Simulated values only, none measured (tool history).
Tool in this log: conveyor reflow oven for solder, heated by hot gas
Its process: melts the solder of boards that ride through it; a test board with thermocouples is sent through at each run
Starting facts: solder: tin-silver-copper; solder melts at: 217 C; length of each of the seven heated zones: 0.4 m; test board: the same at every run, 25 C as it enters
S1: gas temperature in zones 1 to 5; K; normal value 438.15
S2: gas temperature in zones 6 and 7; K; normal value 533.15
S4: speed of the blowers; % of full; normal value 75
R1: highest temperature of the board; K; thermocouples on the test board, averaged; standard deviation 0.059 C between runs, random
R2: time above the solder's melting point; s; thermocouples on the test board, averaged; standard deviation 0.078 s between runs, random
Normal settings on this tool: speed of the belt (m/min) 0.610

Run 1, hour 0.0: usual settings. Result: R1 522.36 K, R2 55.59 s.
Run 2, hour 16.0: usual settings. Result: R1 522.23 K, R2 55.53 s.
Run 3, hour 31.1: usual settings. Result: R1 522.30 K, R2 55.56 s.
Run 4, hour 45.0: usual settings. Result: R1 522.32 K, R2 55.52 s.
Run 5, hour 71.7: usual settings but S4 68 % of full. Result: R1 521.03 K, R2 53.90 s.
Run 6, hour 96.7: usual settings but S4 68 % of full. Result: R1 520.89 K, R2 54.06 s.
Run 7, hour 115.2: usual settings but S4 68 % of full. Result: R1 521.08 K, R2 53.79 s.
Run 8, hour 141.4: usual settings but S2 522.15 K, S4 68 % of full. Result: R1 511.03 K, R2 44.86 s.
Run 9, hour 153.3: usual settings but speed of the belt (m/min) 0.656. Result: R1 520.42 K, R2 49.47 s.
Run 10, hour 166.8: usual settings. Result: R1 522.32 K, R2 55.46 s.
Run 11, hour 184.1: usual settings. Result: R1 522.38 K, R2 55.43 s.
Run 12, hour 205.0: usual settings but speed of the belt (m/min) 0.593. Result: R1 523.00 K, R2 58.12 s.
Run 13, hour 224.8: usual settings. Result: R1 522.37 K, R2 55.49 s.
Run 14, hour 235.9: usual settings. Result: R1 522.40 K, R2 55.68 s.
Run 15, hour 252.2: usual settings. Result: R1 522.31 K, R2 55.54 s.
Run 16, hour 271.0: usual settings but S2 529.15 K, S4 58 % of full. Result: R1 515.09 K, R2 47.84 s.
Run 17, hour 285.5: usual settings but S2 529.15 K, S4 58 % of full. Result: R1 515.19 K, R2 47.87 s.
Run 18, hour 313.3: usual settings but S2 536.15 K, speed of the belt (m/min) 0.696, S4 58 % of full. Result: R1 517.03 K, R2 41.86 s.
Run 19, hour 329.2: usual settings but S1 423.15 K, S2 529.15 K, speed of the belt (m/min) 0.572, S4 51 % of full. Result: R1 512.70 K, R2 43.55 s.
Run 20, hour 340.4: usual settings but S1 427.15 K, S4 61 % of full. Result: R1 517.74 K, R2 47.06 s.
Run 21, hour 357.8: usual settings but S1 427.15 K, speed of the belt (m/min) 0.680, S4 61 % of full. Result: R1 513.98 K, R2 37.80 s.
Run 22, hour 379.9: usual settings but speed of the belt (m/min) 0.516. Result: R1 526.11 K, R2 70.82 s.
Run 23, hour 397.2: usual settings but S1 448.15 K, S2 534.15 K. Result: R1 524.51 K, R2 60.53 s.
Run 24, hour 413.8: usual settings but S1 448.15 K, S2 534.15 K. Result: R1 524.35 K, R2 60.43 s.
Run 25, hour 427.5: usual settings but S1 450.15 K, S2 530.15 K. Result: R1 521.01 K, R2 58.93 s.
Run 26, hour 450.6: usual settings but S1 436.15 K, S4 57 % of full. Result: R1 518.08 K, R2 49.77 s.
Run 27, hour 470.6: usual settings but S1 434.15 K, S2 531.15 K. Result: R1 520.01 K, R2 52.51 s.
Run 28, hour 498.0: usual settings but S4 70 % of full. Result: R1 521.33 K, R2 54.47 s.
Run 29, hour 516.3: usual settings but S4 70 % of full. Result: R1 521.30 K, R2 54.33 s.
Run 30, hour 536.3: usual settings but S1 432.15 K, S2 543.15 K, speed of the belt (m/min) 0.721, S4 73 % of full. Result: R1 524.91 K, R2 45.38 s.

Pick out some run-to-run changes in R1. Of each, how much would a tool without hidden state show as well, from the settings, what came in and chance, and how much is left for the hidden state and any gauge scatter not in both results compared?
What the log doesn't record here: heat that the gas passes to the board, % of a clean oven's; belt's true speed, % of the reading; true gas temperature in zones 6 and 7 over the reading, C; drift of the gauge itself on peak_c, C; drift of the gauge itself on liquid_s, %.
Run 7 -> 8: S2 533.15 -> 522.15. R1 -10.05 K: hidden state +0.01, all else -10.06.
Run 8 -> 9: S2 522.15 -> 533.15, speed of the belt (m/min) 0.610 -> 0.656, S4 68 -> 75. R1 +9.39 K: hidden state -0.01, all else +9.40.
Run 20 -> 21: speed of the belt (m/min) 0.610 -> 0.680. R1 -3.76 K: hidden state -0.02, all else -3.74.
Run 21 -> 22: S1 427.15 -> 438.15, speed of the belt (m/min) 0.680 -> 0.516, S4 61 -> 75. R1 +12.13 K: hidden state +0.03, all else +12.10.
Run 29 -> 30: S1 438.15 -> 432.15, S2 533.15 -> 543.15, speed of the belt (m/min) 0.610 -> 0.721, S4 70 -> 73. R1 +3.61 K: hidden state -0.03, all else +3.64.
